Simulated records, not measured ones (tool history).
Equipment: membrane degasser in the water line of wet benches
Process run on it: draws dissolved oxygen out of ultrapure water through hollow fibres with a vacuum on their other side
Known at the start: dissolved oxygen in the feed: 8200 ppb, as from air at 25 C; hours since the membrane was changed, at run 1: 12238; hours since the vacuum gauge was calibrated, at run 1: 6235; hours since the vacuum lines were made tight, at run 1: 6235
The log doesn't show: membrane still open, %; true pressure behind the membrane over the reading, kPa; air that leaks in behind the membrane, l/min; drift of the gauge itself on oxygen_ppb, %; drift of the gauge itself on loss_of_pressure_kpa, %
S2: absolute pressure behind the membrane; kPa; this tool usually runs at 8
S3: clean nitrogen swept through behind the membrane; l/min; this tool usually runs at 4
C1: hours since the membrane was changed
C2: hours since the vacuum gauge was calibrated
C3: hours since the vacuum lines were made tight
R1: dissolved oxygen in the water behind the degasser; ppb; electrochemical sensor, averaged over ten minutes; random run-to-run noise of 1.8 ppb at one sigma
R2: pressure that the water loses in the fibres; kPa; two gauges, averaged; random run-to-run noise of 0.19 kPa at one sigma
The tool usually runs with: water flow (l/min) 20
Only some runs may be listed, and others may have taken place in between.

{"run": 1, "day": 0.0, "water flow (l/min)": 20, "S2": 8, "S3": 4, "C1": 12238, "C2": 6235, "C3": 6235, "R1": 250.4, "R2": 41.34}
{"run": 2, "day": 5.921, "water flow (l/min)": 32, "S2": 8, "S3": 4, "C1": 12381, "C2": 6377, "C3": 6377, "R1": 584.4, "R2": 66.01}
{"run": 3, "day": 15.308, "water flow (l/min)": 20, "S2": 8, "S3": 4, "C1": 12606, "C2": 6602, "C3": 6602, "R1": 253, "R2": 41.02}
{"run": 4, "day": 22.833, "water flow (l/min)": 20, "S2": 8, "S3": 4, "C1": 12786, "C2": 6783, "C3": 6783, "R1": 255.9, "R2": 41.7}
{"day": 25.729, "done": "vacuum gauge calibrated"}
{"run": 5, "day": 36.1, "water flow (l/min)": 21, "S2": 8, "S3": 4, "C1": 13104, "C2": 249, "C3": 7101, "R1": 286.1, "R2": 43.78}
{"run": 6, "day": 49.167, "water flow (l/min)": 14, "S2": 8, "S3": 4, "C1": 13418, "C2": 562, "C3": 7414, "R1": 129.9, "R2": 29.21}
{"run": 7, "day": 58.742, "water flow (l/min)": 14, "S2": 8, "S3": 4, "C1": 13648, "C2": 792, "C3": 7644, "R1": 129.2, "R2": 29.47}
{"day": 68.3, "done": "vacuum gauge calibrated, once more"}
{"run": 8, "day": 70.854, "water flow (l/min)": 14, "S2": 8, "S3": 4, "C1": 13938, "C2": 61, "C3": 7934, "R1": 125.2, "R2": 29.28}
{"run": 9, "day": 76.817, "water flow (l/min)": 20, "S2": 8, "S3": 4, "C1": 14081, "C2": 204, "C3": 8077, "R1": 260.1, "R2": 42.2}
{"run": 10, "day": 84.608, "water flow (l/min)": 20, "S2": 8, "S3": 2.57, "C1": 14268, "C2": 391, "C3": 8264, "R1": 298.5, "R2": 42.16}
{"run": 11, "day": 95.392, "water flow (l/min)": 20, "S2": 8, "S3": 2.57, "C1": 14527, "C2": 650, "C3": 8523, "R1": 292.4, "R2": 41.93}
{"run": 12, "day": 102.367, "water flow (l/min)": 20, "S2": 8, "S3": 4, "C1": 14694, "C2": 818, "C3": 8691, "R1": 265.3, "R2": 42.44}
{"run": 13, "day": 110.775, "water flow (l/min)": 20, "S2": 8, "S3": 4, "C1": 14896, "C2": 1019, "C3": 8892, "R1": 269.1, "R2": 42.42}
{"run": 14, "day": 123.058, "water flow (l/min)": 20, "S2": 11.04, "S3": 4, "C1": 15191, "C2": 1314, "C3": 9187, "R1": 309.3, "R2": 42.43}
{"run": 15, "day": 136.258, "water flow (l/min)": 20, "S2": 8, "S3": 4, "C1": 15508, "C2": 1631, "C3": 9504, "R1": 275.4, "R2": 42.82}
{"day": 139.179, "done": "membrane cartridge changed"}
{"run": 16, "day": 148.854, "water flow (l/min)": 20, "S2": 8, "S3": 4, "C1": 232, "C2": 1929, "C3": 9802, "R1": 183.3, "R2": 37.06}
{"run": 17, "day": 159.279, "water flow (l/min)": 15, "S2": 8, "S3": 4, "C1": 482, "C2": 2179, "C3": 10052, "R1": 101.7, "R2": 27.7}
{"run": 18, "day": 169.904, "water flow (l/min)": 13, "S2": 5.44, "S3": 4, "C1": 737, "C2": 2434, "C3": 10307, "R1": 56.2, "R2": 24.18}
{"run": 19, "day": 179.642, "water flow (l/min)": 16, "S2": 8, "S3": 1.72, "C1": 971, "C2": 2668, "C3": 10541, "R1": 175.2, "R2": 29.51}
{"day": 182.2, "done": "seals of the vacuum lines changed"}
{"run": 20, "day": 191.258, "water flow (l/min)": 16, "S2": 8, "S3": 1.72, "C1": 1248, "C2": 2945, "C3": 217, "R1": 178.5, "R2": 29.98}
{"run": 21, "day": 204.367, "water flow (l/min)": 16, "S2": 8, "S3": 1.72, "C1": 1563, "C2": 3260, "C3": 532, "R1": 174.1, "R2": 29.51}
{"run": 22, "day": 211.538, "water flow (l/min)": 22, "S2": 16.58, "S3": 4, "C1": 1735, "C2": 3432, "C3": 704, "R1": 336.8, "R2": 40.93}
{"run": 23, "day": 221.388, "water flow (l/min)": 17, "S2": 16.4, "S3": 2.53, "C1": 1971, "C2": 3668, "C3": 941, "R1": 296.1, "R2": 31.73}
{"run": 24, "day": 230.504, "water flow (l/min)": 20, "S2": 19.76, "S3": 2.31, "C1": 2190, "C2": 3887, "C3": 1159, "R1": 445.7, "R2": 37.54}
{"run": 25, "day": 239.108, "water flow (l/min)": 22, "S2": 5.74, "S3": 10.12, "C1": 2396, "C2": 4093, "C3": 1366, "R1": 182.4, "R2": 41.18}
{"run": 26, "day": 251.1, "water flow (l/min)": 22, "S2": 5.74, "S3": 10.12, "C1": 2684, "C2": 4381, "C3": 1654, "R1": 185.1, "R2": 41.45}
{"run": 27, "day": 262.458, "water flow (l/min)": 20, "S2": 6.66, "S3": 2.09, "C1": 2957, "C2": 4654, "C3": 1926, "R1": 215.2, "R2": 37.53}
{"run": 28, "day": 269.525, "water flow (l/min)": 28, "S2": 9.64, "S3": 2.53, "C1": 3126, "C2": 4823, "C3": 2096, "R1": 450.9, "R2": 53.19}
{"run": 29, "day": 280.25, "water flow (l/min)": 28, "S2": 9.64, "S3": 2.53, "C1": 3384, "C2": 5081, "C3": 2353, "R1": 449, "R2": 52.89}
{"run": 30, "day": 290.333, "water flow (l/min)": 20, "S2": 9.36, "S3": 9.2, "C1": 3626, "C2": 5323, "C3": 2595, "R1": 173.7, "R2": 37.82}
{"run": 31, "day": 299.525, "water flow (l/min)": 12, "S2": 9.36, "S3": 2.75, "C1": 3846, "C2": 5543, "C3": 2816, "R1": 100.3, "R2": 22.8}

Forecast each of these 4 alternatives for the next run:
{"run": "A", "day": 310.612, "water flow (l/min)": 20, "S2": 5.31, "S3": 4, "C1": 4112, "C2": 5810, "C3": 3082, "R1": "?", "R2": "?"}
{"run": "B", "day": 310.612, "water flow (l/min)": 22, "S2": 8, "S3": 4, "C1": 4112, "C2": 5810, "C3": 3082, "R1": "?", "R2": "?"}
{"run": "C", "day": 310.612, "water flow (l/min)": 14, "S2": 8.53, "S3": 2.9, "C1": 4112, "C2": 5810, "C3": 3082, "R1": "?", "R2": "?"}
{"run": "D", "day": 310.612, "water flow (l/min)": 16, "S2": 10.22, "S3": 4, "C1": 4112, "C2": 5810, "C3": 3082, "R1": "?", "R2": "?"}

run=A R1=171.9 R2=38.22
run=B R1=241.9 R2=41.65
run=C R1=120 R2=26.81
run=D R1=147.9 R2=30.4
The same runs, with their run-to-run variation unchanged, on a tool lacking any hidden condition would have given:
run=A R1=150.9 R2=36.94
run=B R1=217.6 R2=40.25
run=C R1=108.7 R2=25.92
run=D R1=134.1 R2=29.38

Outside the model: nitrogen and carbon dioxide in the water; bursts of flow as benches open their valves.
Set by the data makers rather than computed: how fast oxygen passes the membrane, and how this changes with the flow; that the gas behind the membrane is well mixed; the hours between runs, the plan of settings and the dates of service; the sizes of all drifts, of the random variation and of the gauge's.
